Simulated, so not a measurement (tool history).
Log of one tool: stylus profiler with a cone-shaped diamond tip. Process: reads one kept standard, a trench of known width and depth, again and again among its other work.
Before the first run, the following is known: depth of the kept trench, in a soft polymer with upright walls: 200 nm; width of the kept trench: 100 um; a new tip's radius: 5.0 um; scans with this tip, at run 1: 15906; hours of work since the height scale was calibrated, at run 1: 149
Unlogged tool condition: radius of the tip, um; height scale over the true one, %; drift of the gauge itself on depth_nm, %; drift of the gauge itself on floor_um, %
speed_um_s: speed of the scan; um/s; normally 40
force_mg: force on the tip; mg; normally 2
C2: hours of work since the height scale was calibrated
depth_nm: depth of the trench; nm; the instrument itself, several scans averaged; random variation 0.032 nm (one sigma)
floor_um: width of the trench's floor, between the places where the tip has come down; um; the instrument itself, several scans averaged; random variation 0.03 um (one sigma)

run 1 day=0 | speed_um_s=40 force_mg=2 | scans_with_this_tip=15906 C2=149 | depth_nm=202.73 floor_um=96.56
run 2 day=2.375 | speed_um_s=40 force_mg=2 | scans_with_this_tip=16291 C2=187 | depth_nm=202.65 floor_um=96.54
run 3 day=4.342 | speed_um_s=40 force_mg=2 | scans_with_this_tip=16608 C2=219 | depth_nm=202.63 floor_um=96.56
run 4 day=7.325 | speed_um_s=40 force_mg=2 | scans_with_this_tip=17091 C2=268 | depth_nm=202.64 floor_um=96.46
run 5 day=9.971 | speed_um_s=40 force_mg=2 | scans_with_this_tip=17519 C2=311 | depth_nm=202.59 floor_um=96.54
run 6 day=13.404 | speed_um_s=24 force_mg=2 | scans_with_this_tip=18074 C2=367 | depth_nm=202.63 floor_um=96.58
run 7 day=15.033 | speed_um_s=24 force_mg=2 | scans_with_this_tip=18338 C2=394 | depth_nm=202.61 floor_um=96.55
run 8 day=17.925 | speed_um_s=24 force_mg=2 | scans_with_this_tip=18805 C2=441 | depth_nm=202.55 floor_um=96.53
run 9 day=21.438 | speed_um_s=26 force_mg=2 | scans_with_this_tip=19373 C2=498 | depth_nm=202.62 floor_um=96.53
run 10 day=24.625 | speed_um_s=26 force_mg=2 | scans_with_this_tip=19889 C2=550 | depth_nm=202.55 floor_um=96.52
run 11 day=28.025 | speed_um_s=118 force_mg=2.26 | scans_with_this_tip=20439 C2=605 | depth_nm=202.76 floor_um=96.19
-- day=28.421 height scale calibrated on a step standard
run 12 day=31.204 | speed_um_s=143 force_mg=1.6 | scans_with_this_tip=20950 C2=45 | depth_nm=202 floor_um=95.99
run 13 day=32.954 | speed_um_s=159 force_mg=1.89 | scans_with_this_tip=21233 C2=74 | depth_nm=202.34 floor_um=95.91
run 14 day=35.792 | speed_um_s=159 force_mg=1.11 | scans_with_this_tip=21692 C2=120 | depth_nm=201.48 floor_um=95.83
run 15 day=37.704 | speed_um_s=37 force_mg=0.8 | scans_with_this_tip=22001 C2=151 | depth_nm=201.13 floor_um=96.31
run 16 day=39.867 | speed_um_s=41 force_mg=0.87 | scans_with_this_tip=22350 C2=187 | depth_nm=201.26 floor_um=96.28
-- day=42.767 height scale calibrated on a step standard, once more
run 17 day=42.792 | speed_um_s=43 force_mg=0.76 | scans_with_this_tip=22820 C2=0 | depth_nm=201.49 floor_um=96.23
run 18 day=45.229 | speed_um_s=42 force_mg=3.14 | scans_with_this_tip=23214 C2=40 | depth_nm=203.79 floor_um=96.33

Below, some changes in depth_nm between adjacent runs. For each, the amount present without the hidden state too (settings, incoming material, random variation) and the amount remaining for the hidden state with gauge scatter not shared by both compared results:
Run 16 -> 17: speed_um_s 41 -> 43, force_mg 0.87 -> 0.76, height scale calibrated on a step standard, once more. depth_nm +0.23 nm: hidden state +0.44, all else -0.21.
Run 17 -> 18: speed_um_s 43 -> 42, force_mg 0.76 -> 3.14. depth_nm +2.3 nm: hidden state -0.01, all else +2.31.
